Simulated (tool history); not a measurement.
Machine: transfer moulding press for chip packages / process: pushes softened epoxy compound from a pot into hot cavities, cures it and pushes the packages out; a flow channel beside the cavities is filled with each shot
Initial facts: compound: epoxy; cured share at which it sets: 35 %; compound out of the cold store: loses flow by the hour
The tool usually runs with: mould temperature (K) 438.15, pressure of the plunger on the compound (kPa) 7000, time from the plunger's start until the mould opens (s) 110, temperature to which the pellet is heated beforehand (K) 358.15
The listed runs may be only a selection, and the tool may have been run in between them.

run   hour  mould temperature (K)  pressure of the plunger on the compound (kPa)  time from the plunger's start until the mould opens (s)  temperature to which the pellet is heated beforehand (K)  incoming compound's hours out of the cold store  length that the compound runs in the flow channel (mm)  greatest force on the pins that push the packages out (N)
  1      0                 438.15                                           7000                                                      110                                                    358.15                                             14.6                                                     717                                                        521
  2   18.6                 438.15                                           7000                                                       91                                                    358.15                                             39.2                                                     637                                                        680
  3   27.3                 438.15                                           7000                                                      100                                                    358.15                                             28.9                                                     673                                                        599
      34.1  -- cavities cleaned with cleaning compound and waxed
  4   39.4                 438.15                                           7000                                                      100                                                    358.15                                             18.2                                                     688                                                        377
  5   54.2                 438.15                                           7000                                                      100                                                    358.15                                                9                                                     726                                                        464
  6   73.7                 438.15                                           7000                                                      110                                                    358.15                                             34.4                                                     649                                                        450
  7   91.4                 438.15                                           7000                                                      110                                                    358.15                                             30.1                                                     658                                                        492
  8  107.3                 438.15                                           7000                                                      110                                                    358.15                                             24.6                                                     673                                                        533
  9  120.3                 438.15                                           7000                                                      110                                                    358.15                                             20.8                                                     672                                                        531
     132.7  -- cavities cleaned with cleaning compound and waxed
 10    140                 438.15                                           7000                                                      110                                                    358.15                                             33.7                                                     646                                                        328
 11  150.6                 438.15                                           7000                                                      110                                                    358.15                                             24.6                                                     668                                                        393
 12  166.1                 438.15                                           7060                                                      110                                                    358.15                                              9.9                                                     720                                                        443
 13  185.3                 438.15                                           7000                                                      110                                                    358.15                                             32.7                                                     642                                                        483
       190  -- plunger's sealing rings changed
 14  203.8                 438.15                                           7000                                                       96                                                    358.15                                               47                                                     664                                                        584
 15  220.5                 438.15                                           5870                                                      110                                                    358.15                                             18.2                                                     683                                                        521
 16  230.6                 438.15                                           5870                                                      110                                                    358.15                                             25.7                                                     665                                                        564
       234  -- cavities cleaned with cleaning compound and waxed
 17  252.6                 438.15                                           5870                                                       94                                                    367.15                                             39.4                                                     619                                                        462
 18    269                 438.15                                           5870                                                       94                                                    367.15                                             29.6                                                     655                                                        532
 19  278.9                 438.15                                           7530                                                       94                                                    367.15                                             16.8                                                     766                                                        581
 20  288.4                 438.15                                           6140                                                       94                                                    349.15                                             47.1                                                     615                                                        569
 21  302.1                 438.15                                           5300                                                      130                                                    356.15                                             44.3                                                     574                                                        464
 22    317                 440.15                                           7000                                                       99                                                    359.15                                             32.2                                                     688                                                        540
 23  330.1                 440.15                                           7000                                                       99                                                    359.15                                             44.5                                                     654                                                        550
     332.6  -- cavities cleaned with cleaning compound and waxed
 24  351.9                 440.15                                           7000                                                       99                                                    359.15                                             37.2                                                     667                                                        384
 25  362.6                 445.15                                           8630                                                      141                                                    366.15                                             44.7                                                     705                                                        366
 26  381.3                 439.15                                           7000                                                      119                                                    358.15                                             22.3                                                     723                                                        408
 27  390.3                 439.15                                           7000                                                      119                                                    358.15                                             47.1                                                     641                                                        445
 28  407.4                 439.15                                           7000                                                      119                                                    358.15                                               25                                                     709                                                        474

Hidden state or all else? Some run-to-run changes of length that the compound runs in the flow channel (mm), split into what the settings, what came in and random variation would give without the hidden state, and what is left for the hidden state (with any gauge scatter that isn't in both results):
Hidden conditions of the tool in this case: true mould temperature over the reading, C; pressure that reaches the compound, % of what is set; grip of the stained cavities, % over clean ones'; drift of the gauge itself on flow_mm, %; drift of the gauge itself on push_out_n, %.
Run 11 -> 12: pressure of the plunger on the compound (kPa) 7000 -> 7060. length that the compound runs in the flow channel (mm) +52: hidden state -8, all else +60.
Run 13 -> 14: time from the plunger's start until the mould opens (s) 110 -> 96, plunger's sealing rings changed. length that the compound runs in the flow channel (mm) +22: hidden state +67, all else -45.
Run 19 -> 20: pressure of the plunger on the compound (kPa) 7530 -> 6140, temperature to which the pellet is heated beforehand (K) 367.15 -> 349.15. length that the compound runs in the flow channel (mm) -151: hidden state +3, all else -154.
Run 21 -> 22: mould temperature (K) 438.15 -> 440.15, pressure of the plunger on the compound (kPa) 5300 -> 7000, time from the plunger's start until the mould opens (s) 130 -> 99, temperature to which the pellet is heated beforehand (K) 356.15 -> 359.15. length that the compound runs in the flow channel (mm) +114: hidden state -4, all else +118.

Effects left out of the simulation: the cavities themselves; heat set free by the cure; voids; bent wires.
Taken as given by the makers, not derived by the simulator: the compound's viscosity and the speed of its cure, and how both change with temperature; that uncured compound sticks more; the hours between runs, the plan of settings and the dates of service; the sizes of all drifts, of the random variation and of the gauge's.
